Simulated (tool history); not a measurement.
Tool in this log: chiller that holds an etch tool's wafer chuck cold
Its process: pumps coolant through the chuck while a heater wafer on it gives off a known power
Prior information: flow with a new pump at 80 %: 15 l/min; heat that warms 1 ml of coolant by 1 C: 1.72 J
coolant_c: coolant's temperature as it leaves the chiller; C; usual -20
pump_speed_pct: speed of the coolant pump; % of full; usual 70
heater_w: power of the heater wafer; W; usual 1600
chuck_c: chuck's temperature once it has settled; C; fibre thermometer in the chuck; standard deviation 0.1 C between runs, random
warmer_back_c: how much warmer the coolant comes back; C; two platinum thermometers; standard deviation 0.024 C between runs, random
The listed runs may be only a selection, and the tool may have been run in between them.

| run | hour | coolant_c | pump_speed_pct | heater_w | chuck_c | warmer_back_c |
|---|---|---|---|---|---|---|
| 1 | 0 | -20 | 70 | 1600 | -5.3 | 4.33 |
| 2 | 17.1 | -20 | 64 | 1600 | -4.3 | 4.76 |
| 3 | 56.8 | -20 | 70 | 1600 | -5.3 | 4.28 |
| 4 | 92.7 | -20 | 70 | 1659 | -4.8 | 4.45 |
| 5 | 133.3 | -20 | 70 | 1659 | -4.8 | 4.44 |
| 6 | 161.8 | -20 | 70 | 1659 | -4.7 | 4.46 |
| 7 | 191.8 | -20 | 70 | 1659 | -4.7 | 4.46 |
| 8 | 222.5 | -20 | 70 | 1659 | -4.6 | 4.45 |
| 9 | 249.5 | -20 | 70 | 1659 | -4.6 | 4.47 |
| 10 | 279.4 | -20 | 83 | 1600 | -7 | 3.54 |
| 11 | 307.9 | -20 | 83 | 1600 | -6.6 | 3.61 |
| 12 | 333.4 | -20 | 83 | 1600 | -6.8 | 3.58 |
| 13 | 365.8 | -20 | 83 | 1600 | -6.8 | 3.55 |
| 14 | 393.4 | -20 | 83 | 864 | -12.9 | 2.01 |
| 15 | 430.7 | -12 | 70 | 1600 | 2.7 | 4.25 |
| 16 | 447.3 | -12 | 70 | 1600 | 2.6 | 4.32 |
| 17 | 465.8 | -12 | 70 | 1600 | 2.6 | 4.33 |
| 18 | 505.9 | -20 | 70 | 1682 | -4.5 | 4.5 |
| 19 | 524.5 | -20 | 70 | 1682 | -4.5 | 4.49 |
| 20 | 547.9 | -20 | 79 | 1522 | -7.2 | 3.62 |
| 21 | 571.9 | -20 | 66 | 1251 | -8 | 3.63 |
| 22 | 606.7 | -17 | 61 | 1257 | -4.3 | 3.97 |
| 23 | 627.1 | -28 | 91 | 1579 | -15.8 | 3.17 |
| 24 | 649.4 | -20 | 70 | 2098 | -0.8 | 5.69 |
| 25 | 672.3 | -18 | 65 | 2263 | 4 | 6.62 |
| 26 | 704 | -18 | 98 | 805 | -12 | 1.47 |
| 27 | 724.8 | -18 | 98 | 805 | -12.1 | 1.49 |
| 28 | 762.7 | -13 | 70 | 1600 | 1.7 | 4.3 |
| 29 | 787.9 | -13 | 66 | 1721 | 3.4 | 4.95 |
| 30 | 815 | -12 | 70 | 1064 | -2.3 | 2.87 |
| 31 | 853.2 | -12 | 70 | 1064 | -1.9 | 2.86 |
| 32 | 872.3 | -12 | 81 | 1948 | 4.2 | 4.52 |

Alternative continuations, all from the tool just after run 32; predict every row:
| A | 907.9 | -18 | 81 | 1948 | ? | ? |
| B | 907.9 | -12 | 81 | 1024 | ? | ? |
| C | 907.9 | -25 | 81 | 1600 | ? | ? |

| run | chuck_c | warmer_back_c |
|---|---|---|
| A | -1.6 | 4.47 |
| B | -3.4 | 2.36 |
| C | -11.9 | 3.67 |
The same runs, with their run-to-run variation unchanged, on a tool lacking any hidden condition would have given:
| run | chuck_c | warmer_back_c |
|---|---|---|
| A | -1.7 | 4.46 |
| B | -3.5 | 2.36 |
| C | -11.9 | 3.67 |

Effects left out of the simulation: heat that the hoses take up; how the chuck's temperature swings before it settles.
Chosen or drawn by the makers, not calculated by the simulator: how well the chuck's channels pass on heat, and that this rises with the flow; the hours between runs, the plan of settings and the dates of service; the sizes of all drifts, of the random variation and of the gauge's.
